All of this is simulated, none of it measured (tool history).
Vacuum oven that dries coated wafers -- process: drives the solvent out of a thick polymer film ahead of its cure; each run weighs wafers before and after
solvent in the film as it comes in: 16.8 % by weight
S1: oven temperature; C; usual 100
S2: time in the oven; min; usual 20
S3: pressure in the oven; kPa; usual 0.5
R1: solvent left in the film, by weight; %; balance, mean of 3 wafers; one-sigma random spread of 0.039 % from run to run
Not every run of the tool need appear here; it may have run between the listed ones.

run    hour   S1  S2     S3    R1
  1       0  100  20    0.5  2.17
  2    37.2  100  20    0.5  2.07
  3    55.1  100  20    0.5  2.09
  4    95.2  100  20    0.5  2.02
  5     133   92  20    0.5  4.53
  6   165.3  100  20    0.5  2.06
  7   195.7  100  20    0.5  2.12
  8   231.2  100  20  1.163  2.44
  9   248.7  100  20    0.5   2.1
 10   272.7  100  14    0.5  3.35
 11   305.8  100  14    0.5  3.37
 12     340  100  20    0.5  2.03
 13   371.9  100  20    0.5  2.07
 14   397.7  100  20    0.5  2.02
 15   426.3  100  20    0.5  2.05
        463  -- oven's thermocouples calibrated
 16   468.5  100  20    0.5  2.45
 17   502.4  100  20    0.5  2.53
 18   539.3   94  20    0.5  4.38
 19   576.2  100  20    0.5  2.43
 20   609.4  100  20  0.776  2.57
 21   640.1  100  20  0.588  2.52
 22   674.2  100  20  0.588  2.51
 23   693.8  100  20  0.588  2.52
 24   721.3  100  20  0.588  2.48
 25   759.4  113  20  0.942  0.71
 26   790.7  100  29  0.718   1.5
 27   815.7  100  20  1.664  3.08
 28     834  100  20  1.664  3.06
 29   854.9  107  17  0.418   1.3
 30   886.6   90  31  1.027  4.13
 31   907.5   90  31  1.027  4.14
 32   928.3   90  31  1.027  4.23
 33   966.6   91  15    0.5  6.69
 34   993.7  102  30    0.5  1.04
 35    1032  102  30    0.5  0.99
 36  1061.3  102  30    0.5  1.06
 37  1093.6  106  30   0.33  0.54
 38  1120.5  106  30   0.33  0.63
 39    1160  107  30   0.33  0.59
 40  1193.4  100  11    0.5  4.86

What does the tool deliver on the next run?
 41  1219.2  100  11  0.5   ?

R1: 4.9 %
Minus the tool's unlogged condition, the same run would have read R1 5.03 %.
